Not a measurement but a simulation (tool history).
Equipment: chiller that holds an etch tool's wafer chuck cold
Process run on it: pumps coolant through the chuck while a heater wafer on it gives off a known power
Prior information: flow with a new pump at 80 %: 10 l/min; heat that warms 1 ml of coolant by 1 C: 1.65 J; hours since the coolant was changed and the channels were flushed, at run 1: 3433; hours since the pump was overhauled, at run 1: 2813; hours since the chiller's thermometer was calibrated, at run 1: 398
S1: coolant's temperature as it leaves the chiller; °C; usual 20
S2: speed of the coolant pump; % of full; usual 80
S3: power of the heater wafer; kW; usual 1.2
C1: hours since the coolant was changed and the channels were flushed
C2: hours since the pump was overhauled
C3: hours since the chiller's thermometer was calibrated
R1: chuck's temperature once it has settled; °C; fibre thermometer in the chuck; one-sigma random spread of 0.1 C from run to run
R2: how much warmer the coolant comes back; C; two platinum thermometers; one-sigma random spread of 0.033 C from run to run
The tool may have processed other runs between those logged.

{"run": 1, "hour": 0.0, "S1": 20, "S2": 80, "S3": 1.2, "C1": 3433, "C2": 2813, "C3": 398, "R1": 30.7, "R2": 4.76}
{"run": 2, "hour": 81.2, "S1": 20, "S2": 80, "S3": 1.2, "C1": 3514, "C2": 2894, "C3": 479, "R1": 30.8, "R2": 4.74}
{"run": 3, "hour": 150.2, "S1": 20, "S2": 80, "S3": 1.2, "C1": 3583, "C2": 2963, "C3": 548, "R1": 31, "R2": 4.74}
{"run": 4, "hour": 224.3, "S1": 20, "S2": 80, "S3": 1.2, "C1": 3658, "C2": 3037, "C3": 623, "R1": 30.9, "R2": 4.73}
{"run": 5, "hour": 283.9, "S1": 20, "S2": 80, "S3": 1.2, "C1": 3717, "C2": 3097, "C3": 682, "R1": 30.9, "R2": 4.73}
{"run": 6, "hour": 380.7, "S1": 20, "S2": 80, "S3": 1.2, "C1": 3814, "C2": 3193, "C3": 779, "R1": 31.1, "R2": 4.81}
{"run": 7, "hour": 421.1, "S1": 20, "S2": 76, "S3": 1.2, "C1": 3854, "C2": 3234, "C3": 819, "R1": 31.6, "R2": 5.13}
{"run": 8, "hour": 486.5, "S1": 20, "S2": 80, "S3": 1.2, "C1": 3920, "C2": 3299, "C3": 885, "R1": 31.1, "R2": 4.84}
{"run": 9, "hour": 573.5, "S1": 20, "S2": 80, "S3": 1.2, "C1": 4007, "C2": 3386, "C3": 972, "R1": 31.1, "R2": 4.78}
{"run": 10, "hour": 626.7, "S1": 20, "S2": 80, "S3": 1.2, "C1": 4060, "C2": 3439, "C3": 1025, "R1": 31.1, "R2": 4.9}
{"run": 11, "hour": 681.7, "S1": 20, "S2": 88, "S3": 1.2, "C1": 4115, "C2": 3494, "C3": 1080, "R1": 30.2, "R2": 4.36}
{"run": 12, "hour": 722.0, "S1": 20, "S2": 65, "S3": 1.2, "C1": 4155, "C2": 3535, "C3": 1120, "R1": 33.9, "R2": 6.19}
{"run": 13, "hour": 780.3, "S1": 17, "S2": 80, "S3": 0.774, "C1": 4214, "C2": 3593, "C3": 1178, "R1": 24.3, "R2": 3.08}
{"run": 14, "hour": 841.5, "S1": 20, "S2": 75, "S3": 1.605, "C1": 4275, "C2": 3654, "C3": 1240, "R1": 36.2, "R2": 7.04}
{"hour": 854.0, "done": "coolant pump overhauled"}
{"run": 15, "hour": 918.9, "S1": 14, "S2": 68, "S3": 1.605, "C1": 4347, "C2": 65, "C3": 1312, "R1": 32.8, "R2": 8.25}
{"run": 16, "hour": 971.9, "S1": 13, "S2": 94, "S3": 1.285, "C1": 4400, "C2": 118, "C3": 1365, "R1": 23.6, "R2": 4.52}
{"run": 17, "hour": 1068.5, "S1": 13, "S2": 96, "S3": 1.285, "C1": 4497, "C2": 214, "C3": 1462, "R1": 23.6, "R2": 4.49}
{"run": 18, "hour": 1162.8, "S1": 13, "S2": 66, "S3": 1.677, "C1": 4591, "C2": 309, "C3": 1556, "R1": 33.6, "R2": 9.14}
{"run": 19, "hour": 1240.5, "S1": 15, "S2": 76, "S3": 1.2, "C1": 4669, "C2": 386, "C3": 1634, "R1": 27.7, "R2": 5.47}
{"run": 20, "hour": 1303.4, "S1": 15, "S2": 76, "S3": 0.808, "C1": 4732, "C2": 449, "C3": 1697, "R1": 23.7, "R2": 3.72}
{"hour": 1313.3, "done": "coolant pump overhauled, once more"}
{"run": 21, "hour": 1368.5, "S1": 20, "S2": 80, "S3": 1.55, "C1": 4792, "C2": 55, "C3": 1757, "R1": 33.6, "R2": 5.71}
{"hour": 1459.2, "done": "coolant changed, channels flushed"}
{"run": 22, "hour": 1471.3, "S1": 28, "S2": 76, "S3": 1.55, "C1": 12, "C2": 152, "C3": 1853, "R1": 41, "R2": 6.02}

Below are 3 alternative next runs, each starting from the tool's condition after run 22. Predict each:
{"run": "A", "hour": 1534.8, "S1": 17, "S2": 63, "S3": 0.717, "C1": 76, "C2": 216, "C3": 1917, "R1": "?", "R2": "?"}
{"run": "B", "hour": 1534.8, "S1": 10, "S2": 83, "S3": 1.073, "C1": 76, "C2": 216, "C3": 1917, "R1": "?", "R2": "?"}
{"run": "C", "hour": 1534.8, "S1": 27, "S2": 91, "S3": 1.182, "C1": 76, "C2": 216, "C3": 1917, "R1": "?", "R2": "?"}

run=A R1=24.2 R2=3.43
run=B R1=18.1 R2=3.77
run=C R1=35 R2=3.78
With the hidden condition removed and each run's random variation left untouched, the same runs would have given:
run=A R1=23.9 R2=3.4
run=B R1=17.8 R2=3.73
run=C R1=34.7 R2=3.74

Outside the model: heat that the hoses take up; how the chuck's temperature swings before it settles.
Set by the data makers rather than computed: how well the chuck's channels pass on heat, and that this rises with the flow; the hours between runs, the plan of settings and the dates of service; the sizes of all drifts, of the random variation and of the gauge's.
